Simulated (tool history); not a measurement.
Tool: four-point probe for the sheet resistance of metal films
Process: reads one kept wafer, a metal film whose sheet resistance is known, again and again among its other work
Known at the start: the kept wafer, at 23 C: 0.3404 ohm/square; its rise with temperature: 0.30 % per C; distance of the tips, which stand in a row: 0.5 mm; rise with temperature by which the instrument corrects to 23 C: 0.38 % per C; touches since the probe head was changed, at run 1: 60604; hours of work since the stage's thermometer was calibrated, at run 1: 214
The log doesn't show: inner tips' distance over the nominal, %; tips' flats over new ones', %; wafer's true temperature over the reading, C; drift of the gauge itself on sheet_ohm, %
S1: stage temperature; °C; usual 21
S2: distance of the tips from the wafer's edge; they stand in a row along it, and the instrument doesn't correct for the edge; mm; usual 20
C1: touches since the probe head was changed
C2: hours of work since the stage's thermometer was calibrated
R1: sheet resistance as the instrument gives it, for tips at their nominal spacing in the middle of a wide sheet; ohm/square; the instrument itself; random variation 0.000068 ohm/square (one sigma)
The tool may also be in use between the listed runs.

run	hour	S1	S2	C1	C2	R1
1	0.0	21	20	60604	214	0.342522
2	48.4	21	19	62010	243	0.342436
3	94.4	21	19	63346	270	0.342632
4	131.1	21	12	64413	292	0.342754
5	194.6	22	20	66255	330	0.342391
6	260.9	22	20	68180	370	0.342371
7	319.8	22	20	69894	405	0.342401
8	355.6	22	20	70931	426	0.342368
9	404.4	21	70	72351	455	0.342493
10	441.5	21	20	73428	478	0.342558
11	484.3	24	20	74670	503	0.341950
12	544.8	21	5	76427	539	0.344321
13	607.5	19	5	78250	577	0.345076
14	638.9	19	5	79160	595	0.344997
15	697.4	19	5	80859	630	0.345035
16	758.9	19	5	82647	667	0.344944
# hour 764.0: stage's thermometer calibrated
17	795.7	19	5	83700	19	0.345118
18	851.7	21	6	85327	52	0.344054
19	907.7	21	20	86955	86	0.342961
# hour 930.2: stage's thermometer calibrated, once more
20	950.8	21	20	88192	12	0.342788
21	1015.8	21	20	90079	51	0.342815
22	1055.2	21	20	91224	75	0.342804
23	1085.0	21	20	92089	92	0.342893
24	1123.2	21	6	93198	115	0.344077
25	1153.1	21	6	94068	133	0.344120
26	1199.3	24	24	95408	161	0.342129
27	1254.0	24	24	96999	193	0.342125
28	1317.1	32	38	98829	231	0.340266
29	1359.3	32	38	100056	256	0.340215
30	1407.0	32	19	101443	285	0.340414
31	1464.2	24	3	103104	319	0.347262
32	1497.9	24	3	104082	339	0.347241
33	1529.4	21	36	104998	358	0.343005
34	1566.4	32	14	106073	380	0.340662
35	1632.8	32	14	108001	419	0.340600
36	1663.3	21	18	108886	438	0.343160
37	1692.1	21	10	109722	455	0.343597
38	1754.4	21	10	111534	492	0.343436
39	1804.3	21	10	112980	522	0.343536
40	1845.9	23	20	114189	547	0.342809
41	1895.0	23	20	115616	576	0.342718
42	1922.4	20	20	116412	592	0.343529
43	1962.5	26	40	117578	616	0.341966
44	1989.8	26	40	118369	632	0.341933
45	2037.7	32	8	119760	661	0.341346
46	2097.7	32	8	121504	697	0.341396

Hidden state or all else? Some run-to-run changes of R1, split into what the settings, what came in and random variation would give without the hidden state, and what is left for the hidden state (with any gauge scatter that isn't in both results):
Run 16 -> 17: stage's thermometer calibrated. R1 +0.000174 ohm/square: hidden state +0.000061, all else +0.000113.
Run 19 -> 20: stage's thermometer calibrated, once more. R1 -0.000173 ohm/square: hidden state -0.000114, all else -0.000059.
Run 30 -> 31: S1 32 -> 24, S2 19 -> 3. R1 +0.006848 ohm/square: hidden state +0.000067, all else +0.006781.
Run 32 -> 33: S1 24 -> 21, S2 3 -> 36. R1 -0.004236 ohm/square: hidden state -0.000009, all else -0.004227.
Run 35 -> 36: S1 32 -> 21, S2 14 -> 18. R1 +0.002560 ohm/square: hidden state +0.000034, all else +0.002526.

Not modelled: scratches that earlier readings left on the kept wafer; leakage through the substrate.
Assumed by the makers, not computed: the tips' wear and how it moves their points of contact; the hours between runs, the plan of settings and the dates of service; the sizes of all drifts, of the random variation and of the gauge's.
